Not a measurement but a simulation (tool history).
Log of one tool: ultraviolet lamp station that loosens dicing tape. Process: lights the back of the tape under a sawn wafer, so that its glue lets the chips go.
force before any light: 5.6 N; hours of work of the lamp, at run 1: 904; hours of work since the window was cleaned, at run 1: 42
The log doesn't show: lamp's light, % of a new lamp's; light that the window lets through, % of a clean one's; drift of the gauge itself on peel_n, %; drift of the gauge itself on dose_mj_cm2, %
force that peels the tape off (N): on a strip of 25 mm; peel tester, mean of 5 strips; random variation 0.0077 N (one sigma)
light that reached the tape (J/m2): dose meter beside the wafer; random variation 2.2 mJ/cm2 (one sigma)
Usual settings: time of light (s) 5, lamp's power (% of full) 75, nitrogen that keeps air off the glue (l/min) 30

| run | hour | time of light (s) | lamp's power (% of full) | nitrogen that keeps air off the glue (l/min) | hours of work of the lamp | hours of work since the window was cleaned | force that peels the tape off (N) | light that reached the tape (J/m2) |
|---|---|---|---|---|---|---|---|---|
| 1 | 0.0 | 5 | 75 | 30 | 904 | 42 | 0.296 | 1990 |
| 2 | 57.8 | 5 | 75 | 30 | 931 | 69 | 0.290 | 2000 |
| 3 | 88.0 | 5 | 75 | 30 | 945 | 83 | 0.286 | 1990 |
| 4 | 123.0 | 5 | 75 | 30 | 961 | 99 | 0.313 | 2030 |
| 5 | 184.9 | 5 | 75 | 30 | 990 | 128 | 0.287 | 1970 |
| 6 | 213.8 | 5 | 75 | 30 | 1003 | 142 | 0.289 | 2000 |
| 7 | 249.4 | 5 | 66 | 30 | 1020 | 158 | 0.383 | 1740 |
| 8 | 283.5 | 5 | 66 | 30 | 1036 | 174 | 0.361 | 1700 |
| 9 | 331.6 | 5 | 66 | 25 | 1058 | 196 | 0.408 | 1760 |
| 10 | 360.3 | 3 | 73 | 15 | 1071 | 210 | 1.183 | 1160 |
| 11 | 404.8 | 5 | 87 | 15 | 1092 | 230 | 0.373 | 2340 |
|  | 453.3 | window cleaned of glue's vapour |
| 12 | 470.8 | 2 | 75 | 30 | 1122 | 8 | 1.319 | 790 |
| 13 | 509.3 | 4 | 95 | 23 | 1140 | 26 | 0.358 | 2030 |
| 14 | 543.5 | 3 | 95 | 22 | 1156 | 42 | 0.597 | 1490 |
| 15 | 586.1 | 7 | 75 | 16 | 1176 | 62 | 0.256 | 2790 |
| 16 | 636.7 | 7 | 75 | 16 | 1199 | 85 | 0.244 | 2830 |

The same runs without the tool's hidden state, with the same run-to-run variation:
| run | force that peels the tape off (N) |
|---|---|
| 1 | 0.295 |
| 2 | 0.289 |
| 3 | 0.284 |
| 4 | 0.311 |
| 5 | 0.285 |
| 6 | 0.287 |
| 7 | 0.380 |
| 8 | 0.358 |
| 9 | 0.405 |
| 10 | 1.175 |
| 11 | 0.370 |
| 12 | 1.312 |
| 13 | 0.356 |
| 14 | 0.592 |
| 15 | 0.255 |
| 16 | 0.243 |
light that reached the tape (J/m2): within 10 of the measured result in every run.
